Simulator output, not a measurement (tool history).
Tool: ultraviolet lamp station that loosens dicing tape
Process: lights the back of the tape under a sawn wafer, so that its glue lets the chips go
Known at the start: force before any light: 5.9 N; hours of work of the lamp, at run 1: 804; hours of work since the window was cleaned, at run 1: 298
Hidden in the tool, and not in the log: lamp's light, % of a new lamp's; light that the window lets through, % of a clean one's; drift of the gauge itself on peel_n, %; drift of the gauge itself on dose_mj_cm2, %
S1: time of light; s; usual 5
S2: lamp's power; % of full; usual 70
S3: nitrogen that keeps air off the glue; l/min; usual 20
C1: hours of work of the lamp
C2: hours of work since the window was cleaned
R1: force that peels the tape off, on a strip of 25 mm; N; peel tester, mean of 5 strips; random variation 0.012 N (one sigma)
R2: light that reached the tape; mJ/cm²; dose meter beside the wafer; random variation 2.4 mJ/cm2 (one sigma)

{"run": 1, "hour": 0.0, "S1": 5, "S2": 70, "S3": 20, "C1": 804, "C2": 298, "R1": 0.948, "R2": 193}
{"run": 2, "hour": 28.5, "S1": 5, "S2": 79, "S3": 20, "C1": 820, "C2": 314, "R1": 0.786, "R2": 215}
{"run": 3, "hour": 56.6, "S1": 5, "S2": 95, "S3": 20, "C1": 836, "C2": 330, "R1": 0.6, "R2": 253}
{"run": 4, "hour": 72.2, "S1": 5, "S2": 70, "S3": 13, "C1": 845, "C2": 339, "R1": 1.248, "R2": 182}
{"run": 5, "hour": 102.3, "S1": 5, "S2": 70, "S3": 20, "C1": 862, "C2": 356, "R1": 1.054, "R2": 184}
{"run": 6, "hour": 117.7, "S1": 5, "S2": 70, "S3": 20, "C1": 871, "C2": 365, "R1": 1.044, "R2": 183}
{"run": 7, "hour": 147.1, "S1": 5, "S2": 70, "S3": 20, "C1": 887, "C2": 381, "R1": 1.05, "R2": 183}
{"run": 8, "hour": 164.2, "S1": 5, "S2": 70, "S3": 20, "C1": 897, "C2": 391, "R1": 1.057, "R2": 180}
{"run": 9, "hour": 187.1, "S1": 5, "S2": 70, "S3": 20, "C1": 910, "C2": 404, "R1": 1.082, "R2": 177}
{"run": 10, "hour": 206.8, "S1": 5, "S2": 70, "S3": 20, "C1": 921, "C2": 415, "R1": 1.128, "R2": 182}
{"run": 11, "hour": 240.6, "S1": 5, "S2": 70, "S3": 20, "C1": 940, "C2": 434, "R1": 1.135, "R2": 174}
{"run": 12, "hour": 257.1, "S1": 5, "S2": 61, "S3": 18, "C1": 950, "C2": 444, "R1": 1.439, "R2": 153}
{"run": 13, "hour": 284.1, "S1": 9, "S2": 95, "S3": 20, "C1": 965, "C2": 459, "R1": 0.314, "R2": 419}
{"run": 14, "hour": 313.4, "S1": 9, "S2": 95, "S3": 20, "C1": 982, "C2": 476, "R1": 0.305, "R2": 413}
{"run": 15, "hour": 337.6, "S1": 5, "S2": 75, "S3": 7, "C1": 996, "C2": 489, "R1": 1.779, "R2": 178}
{"run": 16, "hour": 368.3, "S1": 5, "S2": 75, "S3": 7, "C1": 1013, "C2": 507, "R1": 1.83, "R2": 177}
{"hour": 391.0, "done": "window cleaned of glue's vapour"}
{"run": 17, "hour": 399.2, "S1": 2, "S2": 67, "S3": 11, "C1": 1030, "C2": 5, "R1": 3.204, "R2": 79}
{"run": 18, "hour": 426.6, "S1": 2, "S2": 67, "S3": 11, "C1": 1046, "C2": 20, "R1": 3.17, "R2": 74}
{"hour": 447.6, "done": "lamp changed"}
{"run": 19, "hour": 452.2, "S1": 4, "S2": 69, "S3": 22, "C1": 3, "C2": 34, "R1": 0.784, "R2": 215}
{"run": 20, "hour": 479.0, "S1": 2, "S2": 65, "S3": 9, "C1": 18, "C2": 49, "R1": 2.755, "R2": 102}
{"run": 21, "hour": 504.6, "S1": 10, "S2": 65, "S3": 9, "C1": 32, "C2": 64, "R1": 0.354, "R2": 492}
{"run": 22, "hour": 524.6, "S1": 10, "S2": 65, "S3": 9, "C1": 44, "C2": 75, "R1": 0.349, "R2": 493}

Forecast each of these 4 alternatives for the next run:
{"run": "A", "hour": 543.4, "S1": 2, "S2": 65, "S3": 9, "C1": 54, "C2": 86, "R1": "?", "R2": "?"}
{"run": "B", "hour": 543.4, "S1": 3, "S2": 90, "S3": 8, "C1": 54, "C2": 86, "R1": "?", "R2": "?"}
{"run": "C", "hour": 543.4, "S1": 10, "S2": 85, "S3": 9, "C1": 54, "C2": 86, "R1": "?", "R2": "?"}
{"run": "D", "hour": 543.4, "S1": 3, "S2": 64, "S3": 9, "C1": 54, "C2": 86, "R1": "?", "R2": "?"}

run=A R1=2.819 R2=97
run=B R1=1.464 R2=207
run=C R1=0.277 R2=637
run=D R1=2.088 R2=146
Without the tool's hidden state the same runs would have given:
run=A R1=2.710 R2=102
run=B R1=1.364 R2=218
run=C R1=0.268 R2=673
run=D R1=1.975 R2=154

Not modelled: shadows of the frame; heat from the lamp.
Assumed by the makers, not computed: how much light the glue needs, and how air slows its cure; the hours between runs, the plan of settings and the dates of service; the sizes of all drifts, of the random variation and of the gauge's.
